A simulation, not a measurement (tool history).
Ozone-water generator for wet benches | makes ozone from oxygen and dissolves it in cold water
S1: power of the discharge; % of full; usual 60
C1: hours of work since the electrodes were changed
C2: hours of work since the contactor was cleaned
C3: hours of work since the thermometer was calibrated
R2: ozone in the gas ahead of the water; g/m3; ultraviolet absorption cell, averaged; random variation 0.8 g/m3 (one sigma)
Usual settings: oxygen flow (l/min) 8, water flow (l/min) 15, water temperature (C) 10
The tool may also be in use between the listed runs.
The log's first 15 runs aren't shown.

run 16 hour=705.8 | S1=100 oxygen_flow_(l/min)=8 water_flow_(l/min)=15 water_temperature_(C)=10 | C1=1532 C2=245 C3=2440 | dissolved_ozone_(ppm)=36.9 R2=193.1
-- hour=732.6 contactor cleaned, once more
run 17 hour=774 | S1=100 oxygen_flow_(l/min)=8 water_flow_(l/min)=10 water_temperature_(C)=10 | C1=1592 C2=39 C3=2501 | dissolved_ozone_(ppm)=48.4 R2=192.5
run 18 hour=812.9 | S1=100 oxygen_flow_(l/min)=8 water_flow_(l/min)=10 water_temperature_(C)=10 | C1=1629 C2=75 C3=2537 | dissolved_ozone_(ppm)=48.9 R2=192.6
run 19 hour=879.8 | S1=100 oxygen_flow_(l/min)=8 water_flow_(l/min)=10 water_temperature_(C)=10 | C1=1691 C2=138 C3=2600 | dissolved_ozone_(ppm)=48.2 R2=191.7
run 20 hour=945.1 | S1=63 oxygen_flow_(l/min)=7.65 water_flow_(l/min)=11 water_temperature_(C)=7 | C1=1752 C2=199 C3=2661 | dissolved_ozone_(ppm)=32.6 R2=130.4
run 21 hour=978.8 | S1=60 oxygen_flow_(l/min)=8 water_flow_(l/min)=20 water_temperature_(C)=10 | C1=1784 C2=230 C3=2692 | dissolved_ozone_(ppm)=19.9 R2=122.8
run 22 hour=1050 | S1=60 oxygen_flow_(l/min)=6.85 water_flow_(l/min)=20 water_temperature_(C)=10 | C1=1850 C2=297 C3=2759 | dissolved_ozone_(ppm)=19.8 R2=132.7
run 23 hour=1098.9 | S1=60 oxygen_flow_(l/min)=6.85 water_flow_(l/min)=20 water_temperature_(C)=10 | C1=1896 C2=343 C3=2805 | dissolved_ozone_(ppm)=19.5 R2=131.2
run 24 hour=1159.2 | S1=60 oxygen_flow_(l/min)=6.35 water_flow_(l/min)=15 water_temperature_(C)=10 | C1=1953 C2=399 C3=2861 | dissolved_ozone_(ppm)=24.5 R2=137.1
run 25 hour=1202.9 | S1=60 oxygen_flow_(l/min)=8 water_flow_(l/min)=23 water_temperature_(C)=10 | C1=1994 C2=440 C3=2902 | dissolved_ozone_(ppm)=17.6 R2=121.3
run 26 hour=1258.2 | S1=60 oxygen_flow_(l/min)=8 water_flow_(l/min)=16 water_temperature_(C)=11 | C1=2045 C2=492 C3=2954 | dissolved_ozone_(ppm)=22.2 R2=121.3
run 27 hour=1313.4 | S1=60 oxygen_flow_(l/min)=8 water_flow_(l/min)=18 water_temperature_(C)=11 | C1=2097 C2=543 C3=3005 | dissolved_ozone_(ppm)=20.9 R2=121.4
run 28 hour=1384.7 | S1=60 oxygen_flow_(l/min)=8 water_flow_(l/min)=15 water_temperature_(C)=11 | C1=2164 C2=610 C3=3072 | dissolved_ozone_(ppm)=23.6 R2=120.7
run 29 hour=1447.5 | S1=60 oxygen_flow_(l/min)=11.77 water_flow_(l/min)=17 water_temperature_(C)=10 | C1=2222 C2=669 C3=3131 | dissolved_ozone_(ppm)=20.9 R2=97.4
run 30 hour=1501.6 | S1=60 oxygen_flow_(l/min)=8 water_flow_(l/min)=15 water_temperature_(C)=14 | C1=2273 C2=719 C3=3181 | dissolved_ozone_(ppm)=22.1 R2=120.1

Forecast run 31:
run 31 hour=1569.3 | S1=51 oxygen_flow_(l/min)=7.09 water_flow_(l/min)=20 water_temperature_(C)=10 | C1=2336 C2=783 C3=3245 | dissolved_ozone_(ppm)=? R2=?

dissolved ozone (ppm): 16.8
R2: 111.3 g/m3
Without the tool's hidden state the same run would have given dissolved ozone (ppm) 17.5, R2 114.8 g/m3.

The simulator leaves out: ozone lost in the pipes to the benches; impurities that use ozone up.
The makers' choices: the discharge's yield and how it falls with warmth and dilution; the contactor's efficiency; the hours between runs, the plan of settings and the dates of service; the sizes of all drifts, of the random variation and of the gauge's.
